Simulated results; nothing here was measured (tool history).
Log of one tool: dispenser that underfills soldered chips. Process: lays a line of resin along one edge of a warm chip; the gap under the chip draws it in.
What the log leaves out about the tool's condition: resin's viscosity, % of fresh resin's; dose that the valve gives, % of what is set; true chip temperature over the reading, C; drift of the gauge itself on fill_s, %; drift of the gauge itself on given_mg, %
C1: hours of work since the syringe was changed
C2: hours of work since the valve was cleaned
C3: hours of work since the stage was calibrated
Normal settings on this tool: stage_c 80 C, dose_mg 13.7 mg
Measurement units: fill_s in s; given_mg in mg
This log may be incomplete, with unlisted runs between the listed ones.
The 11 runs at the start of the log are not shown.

-- hour=115.8 new syringe of resin
run 12 hour=125.2 | stage_c=80 dose_mg=12.3 | C1=7 C2=67 C3=396 | fill_s=364 given_mg=11.72
-- hour=130.4 new syringe of resin
run 13 hour=138.1 | stage_c=80 dose_mg=14.1 | C1=6 C2=76 C3=405 | fill_s=324 given_mg=13.31
-- hour=145.8 new syringe of resin
run 14 hour=155.2 | stage_c=80 dose_mg=13.7 | C1=7 C2=88 C3=418 | fill_s=346.8 given_mg=12.8
-- hour=160.6 new syringe of resin
run 15 hour=171.2 | stage_c=80 dose_mg=13.7 | C1=8 C2=100 C3=429 | fill_s=362.6 given_mg=12.75
-- hour=175.5 new syringe of resin
run 16 hour=181 | stage_c=95 dose_mg=13.7 | C1=4 C2=107 C3=436 | fill_s=144.5 given_mg=12.58
-- hour=189.9 new syringe of resin
run 17 hour=196.3 | stage_c=95 dose_mg=13.7 | C1=5 C2=118 C3=448 | fill_s=155.6 given_mg=12.7
-- hour=205 new syringe of resin
run 18 hour=213.1 | stage_c=95 dose_mg=13.7 | C1=6 C2=131 C3=460 | fill_s=173.5 given_mg=12.36
-- hour=220.1 new syringe of resin
-- hour=221.8 dispensing valve cleaned and set on the balance
run 19 hour=230.7 | stage_c=95 dose_mg=13.7 | C1=7 C2=7 C3=472 | fill_s=183.1 given_mg=13.66

Forecast run 20:
-- hour=236.5 new syringe of resin
run 20 hour=241.4 | stage_c=95 dose_mg=13.7 | C1=4 C2=14 C3=480 | fill_s=? given_mg=?

fill_s: 145.6 s
given_mg: 13.53 mg
Had the tool carried no hidden state, the very same run would have given fill_s 115.9 s, given_mg 13.69 mg.

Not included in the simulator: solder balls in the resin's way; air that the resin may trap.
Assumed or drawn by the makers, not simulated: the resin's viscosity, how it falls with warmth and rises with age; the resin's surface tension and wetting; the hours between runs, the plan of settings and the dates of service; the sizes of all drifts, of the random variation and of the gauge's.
